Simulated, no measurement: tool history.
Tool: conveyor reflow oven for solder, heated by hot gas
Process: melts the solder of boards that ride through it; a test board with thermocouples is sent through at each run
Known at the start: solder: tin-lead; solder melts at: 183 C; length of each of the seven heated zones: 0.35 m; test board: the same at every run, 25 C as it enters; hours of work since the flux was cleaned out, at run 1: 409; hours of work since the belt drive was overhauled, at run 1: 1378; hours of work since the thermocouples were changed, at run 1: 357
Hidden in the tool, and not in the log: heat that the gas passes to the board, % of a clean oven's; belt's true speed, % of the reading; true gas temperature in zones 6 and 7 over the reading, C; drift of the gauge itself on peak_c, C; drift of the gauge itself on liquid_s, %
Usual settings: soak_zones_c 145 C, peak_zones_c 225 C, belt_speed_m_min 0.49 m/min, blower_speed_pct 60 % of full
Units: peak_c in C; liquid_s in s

run,hour,soak_zones_c,peak_zones_c,belt_speed_m_min,blower_speed_pct,hours of work since the flux was cleaned out,hours of work since the belt drive was overhauled,hours of work since the thermocouples were changed,peak_c,liquid_s
1,0,145,225,0.49,60,409,1378,357,208.9,59.9
2,74,145,225,0.49,60,439,1409,388,208.9,59.7
3,130.7,145,225,0.49,60,463,1433,412,209.2,59.9
# hour 162: flux residue cleaned out of gas plates and filters
4,216.7,145,225,0.49,60,23,1466,445,212.3,65.1
# hour 249.4: belt drive overhauled, speed set with a stopwatch
5,297.4,145,225,0.49,60,55,20,477,211.4,62.4
6,375.5,145,225,0.49,60,87,52,510,211.1,61.9
7,457.4,145,225,0.49,60,121,87,544,210.8,61.8
8,525.4,145,225,0.49,60,150,115,572,210.8,61.7
9,565.9,145,225,0.49,60,166,132,589,210.3,61.7
10,638.4,145,225,0.49,60,197,162,619,210,60.4
11,721.7,145,225,0.542,60,231,197,654,206.7,50.5
12,788.5,145,225,0.542,60,259,224,682,206.3,50
13,852.2,145,225,0.49,60,286,251,708,209.2,59.2
14,918.9,145,225,0.49,60,313,279,736,209.8,59.2
15,968.3,145,225,0.49,60,334,299,757,209,60
16,1015.5,155,228,0.404,60,353,319,776,217.8,90.5
17,1080.8,154,229,0.445,56,381,346,803,215.7,78.4
18,1131.2,135,222,0.49,60,402,367,824,204.1,48.8
19,1178.8,152,225,0.4,55,421,387,844,213.5,84.7
20,1227.5,152,225,0.4,55,442,407,864,213.7,85
# hour 1309.5: flux residue cleaned out of gas plates and filters
21,1309.8,152,223,0.4,55,0,439,897,213.4,85.7
22,1388,155,222,0.4,81,33,472,929,216.3,92.3
23,1451.5,155,222,0.4,81,59,498,956,216.5,90.8
24,1495.5,155,233,0.441,81,77,516,974,224.6,88.2
25,1545.4,148,225,0.49,61,98,537,995,211.5,64.3
26,1590.8,148,225,0.49,61,117,556,1014,211.9,63.9
27,1678.5,150,228,0.49,60,154,593,1050,213.5,66.4
28,1715.9,143,234,0.459,60,169,608,1066,219.6,74.5
29,1753.7,136,237,0.49,64,185,624,1081,219.7,67
30,1811.3,145,225,0.493,60,209,648,1105,209.6,59.8

The same runs without the tool's hidden state, with the same run-to-run variation:
run,peak_c,liquid_s
1,212,63
2,212.3,63.2
3,212.7,63.6
4,212.5,64
5,212.5,63.6
6,212.4,63.4
7,212.4,63.6
8,212.6,63.8
9,212.2,64
10,212.2,63
11,209.3,53.8
12,209.1,53.7
13,212.1,62.8
14,212.9,63.1
15,212.3,64.1
16,220.5,92.9
17,218.8,81.5
18,208.2,55
19,216.6,88.1
20,216.9,88.6
21,214.5,86.3
22,217.6,92.8
23,218,91.5
24,226.3,88.7
25,213.2,65.8
26,213.8,65.6
27,215.7,68.1
28,222,76.1
29,222.5,68.9
30,212.2,62.5

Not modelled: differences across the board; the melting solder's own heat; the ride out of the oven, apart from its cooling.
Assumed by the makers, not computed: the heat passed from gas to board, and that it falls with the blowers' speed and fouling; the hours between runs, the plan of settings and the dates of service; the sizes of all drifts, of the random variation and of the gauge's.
